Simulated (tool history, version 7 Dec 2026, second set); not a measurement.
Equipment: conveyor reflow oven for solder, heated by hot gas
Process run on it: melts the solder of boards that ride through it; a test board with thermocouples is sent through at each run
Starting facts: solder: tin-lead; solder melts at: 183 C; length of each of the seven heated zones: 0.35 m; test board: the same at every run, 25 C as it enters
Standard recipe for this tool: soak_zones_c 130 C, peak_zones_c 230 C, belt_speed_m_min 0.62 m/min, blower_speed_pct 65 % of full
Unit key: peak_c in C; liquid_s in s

Run 1, hour 0: usual settings. Result: peak_c 206.5 C, liquid_s 37.7 s.
Run 2, hour 9.6: usual settings. Result: peak_c 205.6 C, liquid_s 37.7 s.
Run 3, hour 16.3: usual settings. Result: peak_c 206.4 C, liquid_s 38.3 s.
Run 4, hour 21.2: usual settings. Result: peak_c 205.2 C, liquid_s 38 s.
Run 5, hour 28.4: usual settings. Result: peak_c 206.1 C, liquid_s 38.5 s.
At hour 34.2: flux residue cleaned out of gas plates and filters.
Run 6, hour 37.9: usual settings. Result: peak_c 205.1 C, liquid_s 35.9 s.
Run 7, hour 42.6: usual settings. Result: peak_c 205.3 C, liquid_s 36.1 s.
Run 8, hour 50.6: usual settings but belt_speed_m_min 0.688 m/min, blower_speed_pct 79 % of full. Result: peak_c 205.3 C, liquid_s 33.6 s.
Run 9, hour 60.5: usual settings but belt_speed_m_min 0.688 m/min, blower_speed_pct 79 % of full. Result: peak_c 204.6 C, liquid_s 32.2 s.
Run 10, hour 69.3: usual settings but soak_zones_c 143 C, belt_speed_m_min 0.54 m/min, blower_speed_pct 66 % of full. Result: peak_c 213.2 C, liquid_s 56.6 s.

4 ways to go on from here, each from the tool as it stands after run 10. What would each give?
At hour 78.6: flux residue cleaned out of gas plates and filters, once more.
Run A, hour 79.6: usual settings but peak_zones_c 240 C, belt_speed_m_min 0.617 m/min, blower_speed_pct 86 % of full. Result: peak_c ?, liquid_s ?.
At hour 78.6: flux residue cleaned out of gas plates and filters, once more.
Run B, hour 79.6: usual settings but soak_zones_c 138 C, peak_zones_c 220 C, blower_speed_pct 68 % of full. Result: peak_c ?, liquid_s ?.
At hour 78.6: flux residue cleaned out of gas plates and filters, once more.
Run C, hour 79.6: usual settings but peak_zones_c 220 C. Result: peak_c ?, liquid_s ?.
At hour 78.6: flux residue cleaned out of gas plates and filters, once more.
Run D, hour 79.6: usual settings but soak_zones_c 143 C, belt_speed_m_min 0.594 m/min, blower_speed_pct 59 % of full. Result: peak_c ?, liquid_s ?.

run  peak_c  liquid_s
  A   224.7      52.8
  B   204.1      38.6
  C   201.2      31.5
  D   211.2        49
With no hidden state in the tool, these same runs would have given:
run  peak_c  liquid_s
  A   223.8      52.2
  B   203.2      37.7
  C   200.3      30.5
  D   210.3      48.2
